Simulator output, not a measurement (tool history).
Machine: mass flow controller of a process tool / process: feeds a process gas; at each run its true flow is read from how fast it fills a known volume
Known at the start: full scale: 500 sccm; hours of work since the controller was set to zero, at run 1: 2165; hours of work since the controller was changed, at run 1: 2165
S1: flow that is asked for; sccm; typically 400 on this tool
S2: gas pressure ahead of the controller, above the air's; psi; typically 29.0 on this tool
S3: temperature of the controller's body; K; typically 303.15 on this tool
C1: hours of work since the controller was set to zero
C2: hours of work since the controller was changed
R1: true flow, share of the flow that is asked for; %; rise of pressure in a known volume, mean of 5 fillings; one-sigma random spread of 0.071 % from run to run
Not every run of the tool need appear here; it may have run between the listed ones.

run	hour	S1	S2	S3	C1	C2	R1
1	0.0	400	29.0	303.15	2165	2165	101.21
2	267.4	400	29.0	303.15	2310	2310	101.20
3	599.7	400	29.0	303.15	2490	2490	101.15
4	813.3	400	29.0	303.15	2606	2606	101.27
5	1089.3	400	29.0	303.15	2756	2756	101.24
6	1398.1	400	32.3	303.15	2923	2923	101.19
7	1585.7	400	29.0	303.15	3025	3025	101.35
8	1854.5	400	29.0	303.15	3171	3171	101.31
9	2214.1	167	20.9	303.15	3366	3366	100.20
10	2440.2	187	27.4	295.15	3489	3489	99.38
11	2758.9	132	36.0	303.15	3662	3662	98.97
12	3036.1	115	24.9	303.15	3812	3812	98.89
13	3380.8	115	24.9	303.15	3999	3999	98.87
14	3555.1	115	24.9	304.15	4093	4093	98.80

Predict each of these 4 candidate next runs independently; none follows another, all start after run 14:
A	3804.0	115	24.9	311.15	4228	4228	?
B	3804.0	157	24.9	304.15	4228	4228	?
C	3804.0	400	30.9	303.15	4228	4228	?
D	3804.0	53	25.4	304.15	4228	4228	?

run	R1
A	99.40
B	99.94
C	101.72
D	94.10
Without the tool's unlogged condition, the same runs would have read:
run	R1
A	100.83
B	100.31
C	100.33
D	100.17
